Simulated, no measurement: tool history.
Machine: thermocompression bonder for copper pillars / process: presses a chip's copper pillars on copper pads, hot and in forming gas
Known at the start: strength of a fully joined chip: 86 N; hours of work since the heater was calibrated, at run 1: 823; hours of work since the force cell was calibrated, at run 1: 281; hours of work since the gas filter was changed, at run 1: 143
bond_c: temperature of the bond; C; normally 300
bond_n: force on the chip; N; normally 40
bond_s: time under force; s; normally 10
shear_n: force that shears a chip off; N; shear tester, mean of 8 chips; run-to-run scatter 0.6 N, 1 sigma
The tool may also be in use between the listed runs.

| run | hour | bond_c | bond_n | bond_s | hours of work since the heater was calibrated | hours of work since the force cell was calibrated | hours of work since the gas filter was changed | shear_n |
|---|---|---|---|---|---|---|---|---|
| 1 | 0.0 | 300 | 40 | 10 | 823 | 281 | 143 | 36.9 |
| 2 | 32.4 | 300 | 40 | 9 | 838 | 296 | 158 | 35.3 |
| 3 | 64.7 | 300 | 40 | 9 | 853 | 311 | 173 | 34.8 |
| 4 | 97.3 | 300 | 40 | 10 | 868 | 326 | 188 | 35.7 |
| 5 | 121.6 | 300 | 40 | 10 | 879 | 337 | 199 | 36.1 |
| 6 | 141.2 | 300 | 44 | 10 | 889 | 346 | 208 | 39.2 |
| 7 | 162.3 | 300 | 40 | 10 | 898 | 356 | 218 | 35.2 |
| 8 | 187.1 | 300 | 40 | 10 | 910 | 367 | 229 | 35.1 |
| 9 | 200.9 | 300 | 40 | 10 | 916 | 373 | 236 | 36.5 |
|  | 204.3 | force cell calibrated |
| 10 | 224.6 | 300 | 40 | 10 | 926 | 9 | 246 | 35.6 |
| 11 | 250.3 | 277 | 39 | 12 | 938 | 21 | 258 | 26.9 |
| 12 | 279.3 | 314 | 32 | 16 | 951 | 35 | 271 | 41.7 |
|  | 297.0 | force cell calibrated, once more |
| 13 | 314.5 | 314 | 32 | 16 | 967 | 8 | 287 | 40.7 |
| 14 | 332.0 | 314 | 32 | 16 | 975 | 16 | 295 | 40.9 |
| 15 | 363.9 | 314 | 32 | 16 | 990 | 31 | 309 | 41.5 |

Some steps in shear_n, run to run, broken into two amounts with sign: the step expected even without the hidden condition (settings, incoming material, random variation), and the rest, left for the hidden condition together with whatever gauge scatter is not in both the measured and the hidden-condition-free result:
Hidden state present: true temperature of the bond over the reading, C; force that reaches the chip, % of what is set; oxide that the forming gas leaves, % of the face; drift of the gauge itself on shear_n, %.
Run 11 -> 12: bond_c 277 -> 314, bond_n 39 -> 32, bond_s 12 -> 16. shear_n +14.8 N: hidden state -1.1, all else +15.9.
